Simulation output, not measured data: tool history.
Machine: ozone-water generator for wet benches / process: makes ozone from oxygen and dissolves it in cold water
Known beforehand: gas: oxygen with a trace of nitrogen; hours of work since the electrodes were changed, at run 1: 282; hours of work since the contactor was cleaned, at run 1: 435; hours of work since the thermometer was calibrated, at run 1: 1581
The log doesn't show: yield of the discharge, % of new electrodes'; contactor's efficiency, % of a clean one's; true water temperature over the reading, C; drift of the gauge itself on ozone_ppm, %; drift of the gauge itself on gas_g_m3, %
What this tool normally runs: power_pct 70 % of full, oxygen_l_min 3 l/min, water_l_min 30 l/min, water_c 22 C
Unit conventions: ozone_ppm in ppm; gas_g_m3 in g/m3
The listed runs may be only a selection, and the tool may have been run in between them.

run    hour  power_pct  oxygen_l_min  water_l_min  water_c  hours of work since the electrodes were changed  hours of work since the contactor was cleaned  hours of work since the thermometer was calibrated  ozone_ppm  gas_g_m3
  1       0         70             3           30       22                                              282                                            435                                                1581        9.8     228.4
  2    43.3         70             3           30       22                                              324                                            477                                                1623        9.6     225.2
  3    79.8         70             3           30       22                                              360                                            513                                                1659        9.6     227.1
  4     120         70             3           30       22                                              399                                            552                                                1699        9.7     222.1
  5   176.5         70          4.63           30       22                                              455                                            608                                                1754       10.7     181.5
  6   211.7         70          4.63           30       22                                              489                                            642                                                1789       10.4     182.4
  7   236.1         70          4.63           30       22                                              513                                            666                                                1813       10.5     182.4
  8   267.3         70          4.63           30       22                                              544                                            697                                                1843       10.4     182.5
  9   309.3         70          4.63           30       22                                              585                                            738                                                1884       10.6     181.1
 10   335.8         70             3           30       25                                              611                                            764                                                1910          9     224.4
 11   380.1         70             3           30       25                                              654                                            807                                                1954        9.1       224
 12   416.2         70          3.77           30       25                                              690                                            843                                                1989        9.9     199.1
 13   440.4         58             3           30       22                                              714                                            867                                                2013        8.4       199
 14   474.4         58             3           30       22                                              747                                            900                                                2046        8.3     197.7
 15     511         70             3           30       22                                              783                                            936                                                2082        9.5     221.6
 16   539.2         70          3.15           30       22                                              811                                            963                                                2110        9.6     215.7
 17   592.2         68          2.48           33       26                                              863                                           1015                                                2162        7.6     238.2
 18   640.9         68          2.48           33       26                                              910                                           1063                                                2210        7.6     239.2
 19   677.8         46          2.27           21       21                                              947                                           1099                                                2246         10       196
 20   722.8         49             3           30       28                                              991                                           1144                                                2290          7     177.5
 21   763.7         49             3           30       28                                             1031                                           1184                                                2330        7.4     177.2
 22   808.3         49             3           33       28                                             1074                                           1227                                                2374        6.6     179.8
 23   855.8         49             3           33       28                                             1121                                           1274                                                2420        6.5     177.4
 24     902         70             3           30       29                                             1166                                           1319                                                2466        8.7       218
 25   931.4         67             3           30       18                                             1195                                           1348                                                2494        9.2     213.6
 26   971.2         79          1.59           42       18                                             1234                                           1387                                                2534        5.6     312.8
 27  1012.3         79          1.59           42       18                                             1275                                           1427                                                2574        5.3     314.6
 28  1062.6         70             3           30       16                                             1324                                           1477                                                2623        9.5     217.2
 29  1100.9         70             3           30       23                                             1361                                           1514                                                2661        9.1       217
 30  1144.4         70             3           30       23                                             1404                                           1557                                                2703        9.1     216.4
 31    1180         78          4.48           23       29                                             1439                                           1592                                                2738       12.3     189.9
 32    1231         70          2.09           30       20                                             1489                                           1642                                                2788        8.4     256.2

What if the next run were any one of these 5? Each begins from the tool's condition after run 32:
  A  1260.3         64             3           30       16                                             1518                                           1671                                                2817          ?         ?
  B  1260.3         70          2.09           48       20                                             1518                                           1671                                                2817          ?         ?
  C  1260.3         70          2.09           44       15                                             1518                                           1671                                                2817          ?         ?
  D  1260.3         70          2.09           30       16                                             1518                                           1671                                                2817          ?         ?
  E  1260.3         70          2.77           23       16                                             1518                                           1671                                                2817          ?         ?

run  ozone_ppm  gas_g_m3
  A          9     203.5
  B        4.7     254.8
  C        5.2     257.5
  D        8.4     256.8
  E       12.5     223.4
Without the tool's unlogged condition, the same runs would have read:
run  ozone_ppm  gas_g_m3
  A        9.7     213.2
  B        5.1     267.6
  C        5.6     270.4
  D        9.1     269.6
  E       13.6     234.7
